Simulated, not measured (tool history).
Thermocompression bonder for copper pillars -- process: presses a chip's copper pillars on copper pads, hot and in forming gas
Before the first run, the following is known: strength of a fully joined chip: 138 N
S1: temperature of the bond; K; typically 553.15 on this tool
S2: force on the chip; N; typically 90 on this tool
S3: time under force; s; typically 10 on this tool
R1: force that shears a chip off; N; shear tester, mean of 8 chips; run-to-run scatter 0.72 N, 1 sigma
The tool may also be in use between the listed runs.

run   hour      S1   S2  S3    R1
  1      0  553.15   90  10  46.5
  2   49.1  553.15  111  10  56.1
  3   89.7  553.15  111  10  54.3
  4  125.8  553.15   90  10  48.2
  5  177.8  551.15   90  10    46
  6  234.9  551.15   90  10  41.9
  7  284.2  551.15   90  10  46.7
  8  320.2  538.15  108  10  45.7
  9  365.6  538.15  108  10    42
 10  422.8  538.15  108  10  41.1
 11  451.9  538.15  108  10  46.8
 12  476.8  550.15   56  21  36.2
 13  512.5  550.15   56  21  35.1

The log once held 4 entries between its listed runs, left out of this copy. Where does each go, and what is different about the tool's unlogged condition between the listed run before it and the listed run after it?
From run 3 to run 4: forming gas filter changed (hour 118.7)
  true temperature of the bond over the reading, C: -4.2 -> -4.5; force that reaches the chip, % of what is set: 98.4 -> 98.3; oxide that the forming gas leaves, % of the face: 9.84 -> 1.16
  measured value less the no-hidden-state value, R1: -9.7 -> -4.1 N
From run 6 to run 7: forming gas filter changed (hour 279)
  true temperature of the bond over the reading, C: -5.1 -> -5.5; force that reaches the chip, % of what is set: 98.2 -> 98.1; oxide that the forming gas leaves, % of the face: 9.15 -> 1.04
  measured value less the no-hidden-state value, R1: -8.2 -> -4.7 N
From run 8 to run 9: force cell calibrated (hour 325.3)
  true temperature of the bond over the reading, C: -5.7 -> -6; force that reaches the chip, % of what is set: 98.1 -> 97.5; oxide that the forming gas leaves, % of the face: 3.95 -> 7.04
  measured value less the no-hidden-state value, R1: -6.6 -> -8.3 N
From run 10 to run 11: forming gas filter changed (hour 438.8)
  true temperature of the bond over the reading, C: -6.3 -> -6.5; oxide that the forming gas leaves, % of the face: 11.29 -> 1.48
  measured value less the no-hidden-state value, R1: -10.7 -> -6.3 N
